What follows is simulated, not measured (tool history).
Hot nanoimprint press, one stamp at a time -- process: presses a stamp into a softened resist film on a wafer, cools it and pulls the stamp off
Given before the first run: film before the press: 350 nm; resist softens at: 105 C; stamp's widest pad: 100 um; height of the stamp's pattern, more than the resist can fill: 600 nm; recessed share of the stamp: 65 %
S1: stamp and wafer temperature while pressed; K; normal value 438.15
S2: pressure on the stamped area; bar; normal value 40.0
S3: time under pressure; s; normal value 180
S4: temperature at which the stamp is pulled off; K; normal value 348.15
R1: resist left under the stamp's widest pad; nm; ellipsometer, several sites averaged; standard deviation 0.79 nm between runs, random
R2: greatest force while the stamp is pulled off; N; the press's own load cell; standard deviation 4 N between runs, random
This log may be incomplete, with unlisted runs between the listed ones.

run,hour,S1,S2,S3,S4,R1,R2
1,0.0,438.15,40.0,180,348.15,144.4,237
2,5.4,438.15,40.0,180,348.15,143.8,225
3,11.2,433.15,40.0,180,348.15,182.8,229
4,18.8,438.15,26.2,180,348.15,172.6,225
5,25.9,438.15,26.2,180,348.15,174.3,217
6,33.1,438.15,26.2,180,348.15,172.7,232
7,40.2,434.15,47.2,156,342.15,171.9,234
8,44.5,434.15,25.7,230,342.15,190.6,249
9,53.7,434.15,25.7,230,342.15,192.9,247
10,57.8,438.15,43.3,180,344.15,140.6,243
11,66.5,438.15,40.0,180,334.15,144.8,266
12,73.7,434.15,40.5,204,348.15,166.3,237

Each run again, without the hidden state but with its own random variation kept:
Hidden state present: true temperature over the reading, C; pressure that arrives at the usual setting, %; grip of the stamp's worn release coat, % over a new coat's; drift of the gauge itself on residual_nm, %; drift of the gauge itself on pull_off_n, %.
run,R1,R2
1,138.3,202
2,137.7,191
3,175.3,194
4,166.0,191
5,167.5,184
6,165.9,196
7,164.1,197
8,182.8,210
9,185.0,208
10,133.8,204
11,137.9,223
12,158.2,197
